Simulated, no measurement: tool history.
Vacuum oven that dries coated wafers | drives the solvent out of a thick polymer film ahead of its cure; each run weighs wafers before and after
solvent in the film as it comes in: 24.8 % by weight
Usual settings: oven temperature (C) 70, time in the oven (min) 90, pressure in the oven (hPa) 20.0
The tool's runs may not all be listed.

run 1 hour=0.0 | oven_temperature_(C)=70 time_in_the_oven_(min)=90 pressure_in_the_oven_(hPa)=20.0 | solvent_left_in_the_film_(%)=6.02
run 2 hour=45.1 | oven_temperature_(C)=70 time_in_the_oven_(min)=112 pressure_in_the_oven_(hPa)=20.0 | solvent_left_in_the_film_(%)=4.63
run 3 hour=70.3 | oven_temperature_(C)=70 time_in_the_oven_(min)=112 pressure_in_the_oven_(hPa)=20.0 | solvent_left_in_the_film_(%)=4.63
run 4 hour=100.3 | oven_temperature_(C)=70 time_in_the_oven_(min)=112 pressure_in_the_oven_(hPa)=20.0 | solvent_left_in_the_film_(%)=4.55
run 5 hour=125.8 | oven_temperature_(C)=70 time_in_the_oven_(min)=90 pressure_in_the_oven_(hPa)=45.6 | solvent_left_in_the_film_(%)=6.71
-- hour=130.2 oven's thermocouples calibrated
run 6 hour=165.9 | oven_temperature_(C)=70 time_in_the_oven_(min)=90 pressure_in_the_oven_(hPa)=45.6 | solvent_left_in_the_film_(%)=6.67
run 7 hour=205.8 | oven_temperature_(C)=72 time_in_the_oven_(min)=90 pressure_in_the_oven_(hPa)=45.6 | solvent_left_in_the_film_(%)=5.58
run 8 hour=248.2 | oven_temperature_(C)=72 time_in_the_oven_(min)=90 pressure_in_the_oven_(hPa)=45.6 | solvent_left_in_the_film_(%)=5.58
-- hour=269.1 oven's thermocouples calibrated, once more
run 9 hour=278.8 | oven_temperature_(C)=72 time_in_the_oven_(min)=90 pressure_in_the_oven_(hPa)=45.6 | solvent_left_in_the_film_(%)=6.02
run 10 hour=321.1 | oven_temperature_(C)=70 time_in_the_oven_(min)=90 pressure_in_the_oven_(hPa)=17.0 | solvent_left_in_the_film_(%)=6.24
run 11 hour=353.3 | oven_temperature_(C)=73 time_in_the_oven_(min)=90 pressure_in_the_oven_(hPa)=32.8 | solvent_left_in_the_film_(%)=5.19
run 12 hour=389.9 | oven_temperature_(C)=73 time_in_the_oven_(min)=90 pressure_in_the_oven_(hPa)=32.8 | solvent_left_in_the_film_(%)=4.97
run 13 hour=418.7 | oven_temperature_(C)=73 time_in_the_oven_(min)=90 pressure_in_the_oven_(hPa)=32.8 | solvent_left_in_the_film_(%)=5.10
run 14 hour=450.9 | oven_temperature_(C)=77 time_in_the_oven_(min)=161 pressure_in_the_oven_(hPa)=69.2 | solvent_left_in_the_film_(%)=2.39
run 15 hour=492.6 | oven_temperature_(C)=77 time_in_the_oven_(min)=161 pressure_in_the_oven_(hPa)=69.2 | solvent_left_in_the_film_(%)=2.33

5 ways to go on from here, each from the tool as it stands after run 15. What would each give?
run A hour=531.2 | oven_temperature_(C)=85 time_in_the_oven_(min)=72 pressure_in_the_oven_(hPa)=19.2 | solvent_left_in_the_film_(%)=?
run B hour=531.2 | oven_temperature_(C)=77 time_in_the_oven_(min)=161 pressure_in_the_oven_(hPa)=15.9 | solvent_left_in_the_film_(%)=?
run C hour=531.2 | oven_temperature_(C)=66 time_in_the_oven_(min)=82 pressure_in_the_oven_(hPa)=69.2 | solvent_left_in_the_film_(%)=?
run D hour=531.2 | oven_temperature_(C)=65 time_in_the_oven_(min)=53 pressure_in_the_oven_(hPa)=62.3 | solvent_left_in_the_film_(%)=?
run E hour=531.2 | oven_temperature_(C)=77 time_in_the_oven_(min)=161 pressure_in_the_oven_(hPa)=69.7 | solvent_left_in_the_film_(%)=?

run=A solvent_left_in_the_film_(%)=1.52
run=B solvent_left_in_the_film_(%)=1.08
run=C solvent_left_in_the_film_(%)=10.29
run=D solvent_left_in_the_film_(%)=13.49
run=E solvent_left_in_the_film_(%)=2.39
Without the tool's hidden state the same runs would have given:
run=A solvent_left_in_the_film_(%)=1.47
run=B solvent_left_in_the_film_(%)=1.02
run=C solvent_left_in_the_film_(%)=10.22
run=D solvent_left_in_the_film_(%)=13.43
run=E solvent_left_in_the_film_(%)=2.33
